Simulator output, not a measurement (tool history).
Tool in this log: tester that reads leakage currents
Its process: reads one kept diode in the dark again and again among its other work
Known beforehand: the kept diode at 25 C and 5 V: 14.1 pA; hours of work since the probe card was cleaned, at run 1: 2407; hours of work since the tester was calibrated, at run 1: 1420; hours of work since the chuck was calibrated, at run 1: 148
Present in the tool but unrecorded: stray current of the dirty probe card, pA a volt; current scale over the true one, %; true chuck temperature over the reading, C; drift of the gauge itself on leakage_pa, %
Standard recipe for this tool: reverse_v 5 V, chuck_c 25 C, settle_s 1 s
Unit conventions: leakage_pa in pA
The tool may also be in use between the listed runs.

run    hour  reverse_v  chuck_c  settle_s  hours of work since the probe card was cleaned  hours of work since the tester was calibrated  hours of work since the chuck was calibrated  leakage_pa
  1       0          5       25         1                                            2407                                           1420                                           148       23.44
  2   236.4          5       25         1                                            2579                                           1592                                           320       23.23
  3   345.2          5       25         1                                            2659                                           1671                                           399       23.13
  4   500.9          5       25         1                                            2772                                           1784                                           512       23.28
      519.1  -- probe card cleaned and baked
      752.7  -- chuck's temperature calibrated
  5   752.9       3.12       25         1                                             169                                           1964                                             0       12.12
  6   927.6       3.12       25         1                                             296                                           2092                                           127       11.93
  7  1042.9          5       25      5.23                                             380                                           2176                                           211       14.79
  8  1145.5      11.28       25         1                                             455                                           2250                                           286       23.74
  9  1344.8      11.28       25         1                                             600                                           2395                                           431       24.22
 10    1525          5       37         1                                             731                                           2527                                           562       38.01
     1712.5  -- chuck's temperature calibrated
 11  1752.2          5       59         1                                             895                                           2691                                            29      238.84
 12  1980.7          5       59         1                                            1061                                           2857                                           195      228.68
 13    2123          5       59         1                                            1165                                           2961                                           299      221.72
 14  2281.8          5       59         1                                            1281                                           3076                                           415      216.53
 15  2497.6          5       59         1                                            1438                                           3233                                           572      209.23
     2654.9  -- chuck's temperature calibrated
 16  2674.4          5       59         1                                            1565                                           3361                                            14      239.05
 17  2904.2          5       25         1                                            1733                                           3528                                           182       20.23
 18  3101.8          5       25         1                                            1877                                           3672                                           326       20.36
 19  3276.6          5       25         1                                            2004                                           3799                                           453        20.4
     3311.3  -- tester calibrated
 20  3451.1          5       25         1                                            2129                                            102                                           578       20.75
     3604.4  -- chuck's temperature calibrated
 21    3680          5       25         1                                            2295                                            267                                            55       23.57
 22  3828.6          5       25         1                                            2403                                            375                                           163       23.29
 23  4027.3        1.1       40         1                                            2548                                            520                                           308       25.94
 24  4162.8        1.1       40         1                                            2646                                            619                                           407       25.36
     4356.7  -- probe card cleaned and baked
 25  4375.1       2.86       39         1                                              13                                            771                                           559       31.54
     4556.3  -- chuck's temperature calibrated
 26  4565.8          5       59      6.03                                             151                                            909                                             7      240.25
 27  4715.9      11.14       25      6.13                                             260                                           1018                                           116       22.32
 28  4926.3      18.37       40      7.83                                             413                                           1171                                           269       95.28
 29  5043.3      19.49       38      0.44                                             499                                           1256                                           355       85.78
 30  5247.4      19.49       38      0.44                                             647                                           1405                                           503       84.65
 31  5370.5      19.49       38      0.44                                             737                                           1495                                           593       84.05
     5502.2  -- chuck's temperature calibrated
 32  5536.5      19.49       38      0.44                                             856                                           1614                                            25       97.81
 33  5760.1       2.33       44      0.44                                            1019                                           1777                                           188       50.42
 34  5989.6       2.33       44       0.4                                            1186                                           1944                                           355        48.5
 35  6229.2       2.87       29         1                                            1361                                           2118                                           529        16.2
     6454.6  -- chuck's temperature calibrated
 36  6460.3       3.88       57      3.87                                            1528                                           2285                                             4      190.61
 37  6660.4        2.8       42       0.3                                            1673                                           2431                                           150       50.64
 38  6845.1        2.8       42       0.3                                            1808                                           2566                                           284          49
 39  7079.3          5       22         1                                            1978                                           2736                                           455       17.19

Each row is a separate what-if for the run after 39, all from the same tool condition, not one after another. Results?
  A  7252.9       5.44       22         1                                            2105                                           2863                                           581           ?
  B  7252.9          5       29         1                                            2105                                           2863                                           581           ?
  C  7252.9          5       55         1                                            2105                                           2863                                           581           ?

run  leakage_pa
  A       18.44
  B       25.56
  C      161.16
Take away the tool's hidden state, keep each run's random variation, and the runs would have read:
run  leakage_pa
  A       11.47
  B       20.76
  C      178.27

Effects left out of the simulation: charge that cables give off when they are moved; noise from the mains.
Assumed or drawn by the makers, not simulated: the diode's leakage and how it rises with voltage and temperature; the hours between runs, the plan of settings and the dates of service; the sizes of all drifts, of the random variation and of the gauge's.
